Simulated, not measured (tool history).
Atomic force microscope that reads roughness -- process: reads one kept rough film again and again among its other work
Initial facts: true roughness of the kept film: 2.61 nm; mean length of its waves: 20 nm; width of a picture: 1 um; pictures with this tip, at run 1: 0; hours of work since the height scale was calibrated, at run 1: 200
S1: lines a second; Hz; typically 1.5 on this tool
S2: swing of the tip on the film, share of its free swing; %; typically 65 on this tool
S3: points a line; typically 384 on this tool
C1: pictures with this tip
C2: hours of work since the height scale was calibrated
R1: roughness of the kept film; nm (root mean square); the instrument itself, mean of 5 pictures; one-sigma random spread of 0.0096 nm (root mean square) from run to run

run	hour	S1	S2	S3	C1	C2	R1
1	0	1.5	65	384	0	200	2.154
2	35.5	1.5	65	384	63	219	2.015
3	83.3	1.5	65	384	149	244	1.82
# hour 98.4: new tip fitted
4	110.1	1.5	65	384	21	258	2.123
5	147.6	1.5	65	384	89	278	1.951
6	178.2	1.5	65	384	144	294	1.834
# hour 197.2: new tip fitted
7	228.7	1.5	65	384	56	321	2.043
8	266.6	1.5	63	384	124	341	1.883
9	291.5	1.5	63	384	169	354	1.794
# hour 296.6: new tip fitted
10	325.4	1.5	63	605	52	372	2.065
11	365.4	1.5	57	384	124	393	1.907
12	388.4	1.5	57	384	165	405	1.826
# hour 396.7: new tip fitted
13	439.2	1.5	65	344	76	432	1.973
14	459.8	1.5	65	344	113	443	1.881
# hour 495.9: new tip fitted
15	508.8	1.5	65	344	23	469	2.112
16	534.7	0.84	65	384	70	482	2.03
17	580.4	0.52	65	384	152	507	1.871
# hour 594.5: new tip fitted
18	608.1	1.5	65	384	25	521	2.112
19	632	1.5	65	384	67	534	2.002
20	678.7	1.5	65	384	151	559	1.845
# hour 695.2: new tip fitted
21	704.3	1.5	65	803	16	572	2.164
22	754.1	1.5	65	803	106	598	1.947
# hour 792.8: new tip fitted
23	798.1	1.5	65	803	10	621	2.178
24	822.3	1.5	65	803	53	634	2.041
25	852.1	1.91	73	885	107	650	1.841
# hour 892.1: new tip fitted
26	899.6	3.29	56	627	13	675	2.137
27	950.2	3.29	56	627	104	702	1.937
28	986.9	3.29	78	303	170	721	1.561
# hour 990.7: new tip fitted
29	1031.3	1.5	75	384	73	745	1.934
30	1056	0.53	57	384	117	758	1.98

What does the tool deliver on the next run?
# hour 1060: height scale calibrated on a step standard
31	1081.5	2.56	72	925	161	11	?

{"run 31": {"R1": 1.75}}
Were there no unlogged condition in the tool, this run, its random variation unchanged, would have produced R1 2.098 nm (root mean square).
